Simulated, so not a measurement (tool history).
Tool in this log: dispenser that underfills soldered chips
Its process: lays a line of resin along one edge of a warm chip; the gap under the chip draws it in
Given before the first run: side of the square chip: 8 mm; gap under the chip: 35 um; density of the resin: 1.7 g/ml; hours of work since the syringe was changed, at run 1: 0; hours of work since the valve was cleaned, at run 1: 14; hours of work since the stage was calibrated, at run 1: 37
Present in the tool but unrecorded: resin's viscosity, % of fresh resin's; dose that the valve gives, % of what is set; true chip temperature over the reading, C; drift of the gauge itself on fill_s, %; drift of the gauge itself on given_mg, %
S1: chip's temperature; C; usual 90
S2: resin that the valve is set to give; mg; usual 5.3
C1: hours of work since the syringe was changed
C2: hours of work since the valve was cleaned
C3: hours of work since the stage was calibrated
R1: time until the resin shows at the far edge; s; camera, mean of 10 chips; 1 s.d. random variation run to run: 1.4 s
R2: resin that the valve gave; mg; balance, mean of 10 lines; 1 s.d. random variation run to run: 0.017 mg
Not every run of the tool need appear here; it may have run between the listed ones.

| run | hour | S1 | S2 | C1 | C2 | C3 | R1 | R2 |
|---|---|---|---|---|---|---|---|---|
| 1 | 0 | 90 | 5.3 | 0 | 14 | 37 | 139.5 | 5.23 |
| 2 | 5.6 | 90 | 5.3 | 5 | 19 | 41 | 167.1 | 5.22 |
|  | 14.7 | new syringe of resin |
| 3 | 18.4 | 90 | 5.3 | 3 | 29 | 51 | 154 | 5.19 |
| 4 | 26.9 | 90 | 5.99 | 10 | 36 | 58 | 192.7 | 5.82 |
|  | 30.2 | new syringe of resin |
| 5 | 33.4 | 101 | 5.99 | 2 | 40 | 63 | 93.8 | 5.8 |
|  | 45.1 | new syringe of resin |
| 6 | 46.6 | 101 | 5.99 | 1 | 51 | 73 | 89.9 | 5.74 |
| 7 | 52 | 101 | 5.99 | 5 | 55 | 77 | 106.7 | 5.73 |
|  | 57.5 | dispensing valve cleaned and set on the balance |
|  | 61.4 | new syringe of resin |
| 8 | 63.4 | 101 | 6.61 | 2 | 4 | 85 | 89 | 6.55 |
| 9 | 69.6 | 101 | 6.61 | 7 | 9 | 90 | 107.2 | 6.55 |
|  | 76.5 | new syringe of resin |
| 10 | 78.6 | 90 | 5.37 | 2 | 16 | 97 | 143.2 | 5.27 |
|  | 91.8 | new syringe of resin |
| 11 | 91.8 | 90 | 5.3 | 0 | 26 | 107 | 137.5 | 5.18 |
| 12 | 98.4 | 90 | 5.3 | 5 | 32 | 112 | 165.9 | 5.14 |
| 13 | 104.3 | 90 | 5.3 | 10 | 36 | 117 | 198 | 5.11 |
|  | 106.7 | new syringe of resin |
| 14 | 111.1 | 90 | 5.3 | 3 | 41 | 122 | 153.1 | 5.13 |
|  | 121.5 | new syringe of resin |
| 15 | 122.6 | 90 | 5.3 | 1 | 50 | 131 | 139.7 | 5.05 |
| 16 | 130.6 | 80 | 5.3 | 7 | 57 | 138 | 281.9 | 5.06 |
|  | 134 | dispensing valve cleaned and set on the balance |
|  | 137.1 | new syringe of resin |
| 17 | 143.9 | 90 | 6.89 | 5 | 8 | 147 | 160.9 | 6.81 |
|  | 152.1 | new syringe of resin |
| 18 | 156 | 90 | 5.25 | 3 | 17 | 156 | 151.1 | 5.17 |
| 19 | 164.3 | 101 | 5.3 | 10 | 24 | 163 | 121.6 | 5.2 |
|  | 166.8 | new syringe of resin |
| 20 | 177.1 | 99 | 5.05 | 8 | 33 | 173 | 129.5 | 4.89 |
|  | 181.7 | new syringe of resin |
| 21 | 183 | 90 | 6.31 | 1 | 38 | 177 | 138.9 | 6.09 |
| 22 | 195 | 83 | 5.3 | 11 | 47 | 187 | 267.4 | 5.11 |
|  | 197.1 | new syringe of resin |
| 23 | 201 | 90 | 6.39 | 3 | 52 | 191 | 143.8 | 6.13 |
| 24 | 208.5 | 90 | 6.39 | 9 | 58 | 197 | 182.2 | 6.08 |
|  | 210.3 | dispensing valve cleaned and set on the balance |
|  | 213.1 | new syringe of resin |
| 25 | 220.6 | 102 | 5.23 | 6 | 8 | 206 | 103.4 | 5.19 |
| 26 | 226.3 | 82 | 5.4 | 10 | 12 | 210 | 275.4 | 5.35 |
|  | 227.7 | new syringe of resin |
| 27 | 233.9 | 82 | 4.79 | 5 | 18 | 216 | 239.6 | 4.72 |
|  | 242.3 | new syringe of resin |
| 28 | 242.3 | 88 | 4.71 | 0 | 25 | 223 | 153.1 | 4.6 |
| 29 | 249.5 | 105 | 5.9 | 6 | 30 | 228 | 88.1 | 5.76 |
|  | 257.1 | new syringe of resin |
| 30 | 260.7 | 105 | 5.9 | 3 | 39 | 237 | 79 | 5.71 |
| 31 | 265.9 | 91 | 6.04 | 7 | 43 | 241 | 159.6 | 5.84 |
| 32 | 271.2 | 105 | 6.04 | 11 | 47 | 245 | 106.3 | 5.83 |
|  | 272.4 | new syringe of resin |
| 33 | 278.6 | 86 | 5.57 | 5 | 53 | 251 | 186.3 | 5.32 |
|  | 287 | dispensing valve cleaned and set on the balance |
|  | 289 | new syringe of resin |
| 34 | 289.9 | 83 | 5.43 | 1 | 2 | 259 | 176.6 | 5.41 |
| 35 | 296.5 | 79 | 5.55 | 6 | 7 | 264 | 257.9 | 5.54 |

Here are 4 independent what-if runs from the current tool condition. What would each one return?
|  | 304.5 | new syringe of resin |
| A | 307.7 | 79 | 5.3 | 3 | 16 | 273 | ? | ? |
|  | 304.5 | new syringe of resin |
| B | 307.7 | 90 | 5.55 | 3 | 16 | 273 | ? | ? |
|  | 304.5 | new syringe of resin |
| C | 307.7 | 97 | 5.2 | 3 | 16 | 273 | ? | ? |
|  | 304.5 | new syringe of resin |
| D | 307.7 | 90 | 5.7 | 3 | 16 | 273 | ? | ? |

| run | R1 | R2 |
|---|---|---|
| A | 229.4 | 5.24 |
| B | 142.1 | 5.46 |
| C | 108.7 | 5.11 |
| D | 141.1 | 5.65 |
What these runs would have given with no unlogged condition in the tool:
| run | R1 | R2 |
|---|---|---|
| A | 225.5 | 5.32 |
| B | 139.1 | 5.54 |
| C | 106.1 | 5.18 |
| D | 138.1 | 5.74 |
